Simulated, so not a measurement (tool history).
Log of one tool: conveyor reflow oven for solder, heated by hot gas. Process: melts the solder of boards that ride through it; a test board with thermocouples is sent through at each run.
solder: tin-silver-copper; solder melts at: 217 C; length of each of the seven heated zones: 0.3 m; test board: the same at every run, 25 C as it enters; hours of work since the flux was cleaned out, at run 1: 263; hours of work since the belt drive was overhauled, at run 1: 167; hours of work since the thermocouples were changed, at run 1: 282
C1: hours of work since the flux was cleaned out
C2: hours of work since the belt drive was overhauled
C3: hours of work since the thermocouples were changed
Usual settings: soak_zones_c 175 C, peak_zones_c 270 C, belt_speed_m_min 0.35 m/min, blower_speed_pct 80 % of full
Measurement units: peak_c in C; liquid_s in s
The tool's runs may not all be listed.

run 1 day=0 | soak_zones_c=175 peak_zones_c=270 belt_speed_m_min=0.35 blower_speed_pct=80 | C1=263 C2=167 C3=282 | peak_c=260.2 liquid_s=86.6
run 2 day=0.471 | soak_zones_c=175 peak_zones_c=270 belt_speed_m_min=0.35 blower_speed_pct=80 | C1=271 C2=175 C3=290 | peak_c=259.9 liquid_s=86.5
run 3 day=1.112 | soak_zones_c=175 peak_zones_c=270 belt_speed_m_min=0.35 blower_speed_pct=80 | C1=283 C2=187 C3=302 | peak_c=259.3 liquid_s=86.2
run 4 day=1.654 | soak_zones_c=175 peak_zones_c=270 belt_speed_m_min=0.35 blower_speed_pct=80 | C1=292 C2=197 C3=312 | peak_c=259.5 liquid_s=86.1
run 5 day=2.3 | soak_zones_c=175 peak_zones_c=270 belt_speed_m_min=0.35 blower_speed_pct=80 | C1=304 C2=208 C3=323 | peak_c=259.8 liquid_s=86.2
run 6 day=2.65 | soak_zones_c=175 peak_zones_c=270 belt_speed_m_min=0.35 blower_speed_pct=80 | C1=310 C2=215 C3=330 | peak_c=259.3 liquid_s=86.5
-- day=2.912 flux residue cleaned out of gas plates and filters
run 7 day=3.488 | soak_zones_c=175 peak_zones_c=281 belt_speed_m_min=0.35 blower_speed_pct=80 | C1=10 C2=226 C3=341 | peak_c=269.4 liquid_s=92.8
run 8 day=3.817 | soak_zones_c=175 peak_zones_c=281 belt_speed_m_min=0.35 blower_speed_pct=80 | C1=16 C2=232 C3=347 | peak_c=270 liquid_s=92.2
run 9 day=4.146 | soak_zones_c=169 peak_zones_c=259 belt_speed_m_min=0.35 blower_speed_pct=71 | C1=22 C2=238 C3=353 | peak_c=247.6 liquid_s=72.7
run 10 day=4.508 | soak_zones_c=172 peak_zones_c=270 belt_speed_m_min=0.35 blower_speed_pct=52 | C1=29 C2=245 C3=360 | peak_c=253.5 liquid_s=79.3
run 11 day=4.962 | soak_zones_c=175 peak_zones_c=270 belt_speed_m_min=0.35 blower_speed_pct=57 | C1=37 C2=253 C3=368 | peak_c=255.4 liquid_s=82
-- day=5.742 flux residue cleaned out of gas plates and filters, once more
run 12 day=5.742 | soak_zones_c=160 peak_zones_c=270 belt_speed_m_min=0.35 blower_speed_pct=74 | C1=0 C2=263 C3=378 | peak_c=258.2 liquid_s=79
run 13 day=6.429 | soak_zones_c=171 peak_zones_c=260 belt_speed_m_min=0.308 blower_speed_pct=80 | C1=12 C2=276 C3=391 | peak_c=252.2 liquid_s=92.7
run 14 day=7.1 | soak_zones_c=175 peak_zones_c=264 belt_speed_m_min=0.35 blower_speed_pct=65 | C1=25 C2=288 C3=403 | peak_c=252.3 liquid_s=80.2
run 15 day=7.721 | soak_zones_c=165 peak_zones_c=280 belt_speed_m_min=0.281 blower_speed_pct=65 | C1=36 C2=299 C3=414 | peak_c=270.7 liquid_s=113

Pick out some run-to-run changes in peak_c. Of each, how much would a tool without hidden state show as well, from the settings, what came in and chance, and how much is left for the hidden state and any gauge scatter not in both results compared?
The hidden state here: heat that the gas passes to the board, % of a clean oven's; belt's true speed, % of the reading; true gas temperature in zones 6 and 7 over the reading, C; drift of the gauge itself on peak_c, C; drift of the gauge itself on liquid_s, %.
Run 8 -> 9: soak_zones_c 175 -> 169, peak_zones_c 281 -> 259, blower_speed_pct 80 -> 71. peak_c -22.4 C: hidden state +0.1, all else -22.5.
Run 11 -> 12: soak_zones_c 175 -> 160, blower_speed_pct 57 -> 74, flux residue cleaned out of gas plates and filters, once more. peak_c +2.8 C: hidden state +0.6, all else +2.2.

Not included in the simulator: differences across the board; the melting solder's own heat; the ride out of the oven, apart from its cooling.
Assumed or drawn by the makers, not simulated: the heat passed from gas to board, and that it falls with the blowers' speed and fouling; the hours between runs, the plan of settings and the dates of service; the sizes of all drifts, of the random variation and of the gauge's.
